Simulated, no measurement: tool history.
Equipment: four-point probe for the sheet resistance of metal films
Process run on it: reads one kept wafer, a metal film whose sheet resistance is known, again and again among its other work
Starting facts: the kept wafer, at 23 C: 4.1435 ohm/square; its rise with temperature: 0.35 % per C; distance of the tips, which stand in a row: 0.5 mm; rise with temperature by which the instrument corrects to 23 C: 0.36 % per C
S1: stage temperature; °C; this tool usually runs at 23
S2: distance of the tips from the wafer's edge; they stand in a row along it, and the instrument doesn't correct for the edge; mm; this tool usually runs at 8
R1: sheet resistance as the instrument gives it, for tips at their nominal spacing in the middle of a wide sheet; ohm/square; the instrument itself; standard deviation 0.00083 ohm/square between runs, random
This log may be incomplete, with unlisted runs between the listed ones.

| run | day | S1 | S2 | R1 |
|---|---|---|---|---|
| 1 | 0 | 23 | 8 | 4.128731 |
| 2 | 4.758 | 23 | 5 | 4.140011 |
| 3 | 9.017 | 23 | 5 | 4.137841 |
| 4 | 14.45 | 23 | 8 | 4.12076 |
| 5 | 18.988 | 23 | 8 | 4.11959 |
| 6 | 21.254 | 23 | 8 | 4.11922 |
| 7 | 25.925 | 23 | 8 | 4.115449 |
| 8 | 29.479 | 23 | 8 | 4.11447 |
| 9 | 32 | 23 | 8 | 4.114509 |
| 10 | 37.188 | 23 | 8 | 4.111397 |
| 11 | 41.95 | 23 | 8 | 4.108813 |
| 12 | 46.071 | 23 | 33 | 4.100267 |
| 13 | 50.871 | 21 | 3 | 4.158679 |
| 14 | 54.808 | 25 | 19 | 4.094155 |
| 15 | 57.746 | 33 | 5 | 4.1095 |
| 16 | 61.783 | 28 | 18 | 4.091408 |
| 17 | 64.325 | 25 | 11 | 4.093982 |
|  | 65.875 | new probe head fitted |
| 18 | 69.558 | 24 | 61 | 4.107746 |
| 19 | 72.438 | 23 | 43 | 4.10914 |

Alternative continuations, all from the tool just after run 19; predict every row:
| A | 75.858 | 21 | 4 | ? |
| B | 75.858 | 23 | 42 | ? |
| C | 75.858 | 28 | 43 | ? |
| D | 75.858 | 33 | 5 | ? |
| E | 75.858 | 20 | 46 | ? |

| run | R1 |
|---|---|
| A | 4.141605 |
| B | 4.105198 |
| C | 4.102386 |
| D | 4.11946 |
| E | 4.107102 |
Had the tool no hidden state, the same runs would have come out as:
| run | R1 |
|---|---|
| A | 4.179539 |
| B | 4.142837 |
| C | 4.140032 |
| D | 4.157278 |
| E | 4.144739 |
